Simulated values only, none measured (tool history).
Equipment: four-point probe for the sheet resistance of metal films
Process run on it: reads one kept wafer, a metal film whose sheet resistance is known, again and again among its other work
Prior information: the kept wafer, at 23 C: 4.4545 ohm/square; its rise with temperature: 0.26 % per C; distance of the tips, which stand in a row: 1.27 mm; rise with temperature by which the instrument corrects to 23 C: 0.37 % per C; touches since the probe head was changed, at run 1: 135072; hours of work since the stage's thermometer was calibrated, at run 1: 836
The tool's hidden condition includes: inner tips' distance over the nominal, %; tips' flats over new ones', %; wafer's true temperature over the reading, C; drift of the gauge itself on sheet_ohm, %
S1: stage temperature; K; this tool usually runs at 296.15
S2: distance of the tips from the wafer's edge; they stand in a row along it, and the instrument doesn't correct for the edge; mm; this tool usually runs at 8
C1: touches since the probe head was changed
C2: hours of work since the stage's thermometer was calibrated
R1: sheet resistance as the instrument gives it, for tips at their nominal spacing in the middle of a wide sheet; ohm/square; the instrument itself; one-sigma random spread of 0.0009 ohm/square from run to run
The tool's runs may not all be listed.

run,hour,S1,S2,C1,C2,R1
1,0.0,296.15,8,135072,836,4.515752
2,23.7,296.15,8,136379,854,4.514155
3,44.8,296.15,8,137545,869,4.514618
# hour 51.0: new probe head fitted
4,72.4,296.15,8,1180,888,4.514723
5,99.7,296.15,8,2687,908,4.514829
6,113.8,296.15,8,3466,918,4.513222
7,145.7,308.15,8,5229,942,4.459501
8,173.7,308.15,8,6778,962,4.459965
9,205.1,296.15,8,8512,985,4.514703
10,237.3,295.15,8,10292,1009,4.518357
11,264.2,295.15,8,11775,1028,4.520698
12,288.4,295.15,8,13117,1046,4.518516
13,311.5,295.15,8,14394,1063,4.518452
14,332.7,295.15,8,15563,1078,4.517566
15,364.8,295.15,8,17335,1102,4.518954
16,392.4,295.15,8,18861,1122,4.519835
17,409.7,296.15,8,19819,1134,4.515306
18,438.7,305.15,8,21418,1155,4.472819
19,470.8,305.15,8,23192,1179,4.471684
20,493.8,296.15,8,24463,1196,4.513917
21,515.8,296.15,8,25681,1212,4.512843
22,539.3,296.15,8,26978,1229,4.513247
23,566.6,296.15,14,28487,1249,4.476162
24,589.8,296.15,14,29766,1266,4.474388
25,605.6,297.15,8,30640,1277,4.508148

Run 26 is up next; what results do you expect?
26,622.1,292.15,3,31553,1289,?

{"run 26": {"R1": 4.863931}}
Take away the tool's hidden state, keep the run-to-run variation as it was, and the same run would have given R1 4.863903 ohm/square.
